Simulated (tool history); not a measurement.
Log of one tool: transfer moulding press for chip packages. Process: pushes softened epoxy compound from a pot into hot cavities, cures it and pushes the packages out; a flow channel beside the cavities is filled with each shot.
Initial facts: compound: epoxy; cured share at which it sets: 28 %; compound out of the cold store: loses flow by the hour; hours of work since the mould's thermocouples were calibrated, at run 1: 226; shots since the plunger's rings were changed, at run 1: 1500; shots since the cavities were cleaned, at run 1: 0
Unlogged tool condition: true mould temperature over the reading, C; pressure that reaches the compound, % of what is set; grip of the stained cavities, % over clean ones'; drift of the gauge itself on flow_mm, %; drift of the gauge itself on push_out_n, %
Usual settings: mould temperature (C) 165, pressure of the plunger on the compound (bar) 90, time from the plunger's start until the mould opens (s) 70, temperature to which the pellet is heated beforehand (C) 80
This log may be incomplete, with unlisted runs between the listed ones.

run	hour	mould temperature (C)	pressure of the plunger on the compound (bar)	time from the plunger's start until the mould opens (s)	temperature to which the pellet is heated beforehand (C)	hours of work since the mould's thermocouples were calibrated	shots since the plunger's rings were changed	shots since the cavities were cleaned	incoming compound's hours out of the cold store	length that the compound runs in the flow channel (mm)	greatest force on the pins that push the packages out (N)
1	0	165	90	70	80	226	1500	0	12.9	563	549
2	15.7	165	100.4	70	80	233	1656	156	12.7	595	647
3	27.7	165	100.4	70	80	239	1776	276	41.3	498	661
4	49.3	165	100.4	70	80	249	1990	490	39.2	502	734
5	62.4	165	100.4	70	80	255	2120	620	44.2	487	753
6	82.7	165	100.4	70	80	265	2322	822	18.7	565	855
7	99.4	165	100.4	70	80	273	2488	988	14.3	580	884
# hour 111.9: cavities cleaned with cleaning compound and waxed
8	112.4	165	100.4	70	80	278	2602	5	34.4	512	990
9	129	165	90	82	80	286	2766	169	25.9	510	782
10	141.8	165	75.7	82	80	292	2893	296	39.4	430	754
11	153.1	165	75.7	82	80	298	3006	409	11	508	752
12	165.5	165	109.6	70	80	303	3129	532	24.2	564	893
13	185.2	165	90	70	78	313	3324	727	46.6	446	870
# hour 202: cavities cleaned with cleaning compound and waxed, once more
14	202	165	90	70	78	320	3477	0	36.5	472	499
# hour 208.1: plunger's sealing rings changed
15	218.1	165	90	70	80	326	99	134	23.6	535	605
16	228.4	165	80.1	89	80	331	202	237	46.7	440	527
17	244.3	165	80.1	89	80	339	359	394	41.7	452	570
18	264	165	80.1	89	80	348	555	590	33.9	471	623
# hour 277.3: mould's thermocouples calibrated
19	288.3	165	80.1	89	80	5	777	812	36	464	620
20	309	165	80.1	89	73	15	982	1017	31.5	478	632
# hour 319.2: cavities cleaned with cleaning compound and waxed
21	331.6	170	73.1	70	80	25	1191	122	11.1	507	501
22	347.4	163	105.9	70	80	32	1348	279	23.7	573	824
23	369.4	171	100.9	56	77	43	1567	498	11.5	590	915
24	379.3	171	81.2	79	81	47	1665	596	22	498	598
25	401.2	167	90	64	80	58	1883	814	45.3	459	850
26	417.2	165	78.9	70	85	65	2041	972	41.3	439	772
# hour 430.7: cavities cleaned with cleaning compound and waxed
27	432.4	165	78.9	70	85	72	2177	16	29	471	556
28	445.8	165	78.9	70	85	78	2311	150	10.5	525	653
29	467.9	165	105.6	93	89	89	2530	369	38.5	511	547

For some of the steps in length that the compound runs in the flow channel (mm) from one run to the next: how much would appear even if the tool had no hidden state, given the settings, what came in and random variation, and how much remains for the hidden state plus any gauge scatter that the measured result and the result without hidden state don't share?
Run 2 -> 3: no setting touched and nothing written in the log between the runs. length that the compound runs in the flow channel (mm) -97: hidden state +1, all else -98.
Run 10 -> 11: no setting touched and nothing written in the log between the runs. length that the compound runs in the flow channel (mm) +78: hidden state -5, all else +83.
Run 12 -> 13: pressure of the plunger on the compound (bar) 109.6 -> 90, temperature to which the pellet is heated beforehand (C) 80 -> 78. length that the compound runs in the flow channel (mm) -118: hidden state +4, all else -122.
Run 14 -> 15: temperature to which the pellet is heated beforehand (C) 78 -> 80, plunger's sealing rings changed. length that the compound runs in the flow channel (mm) +63: hidden state +23, all else +40.
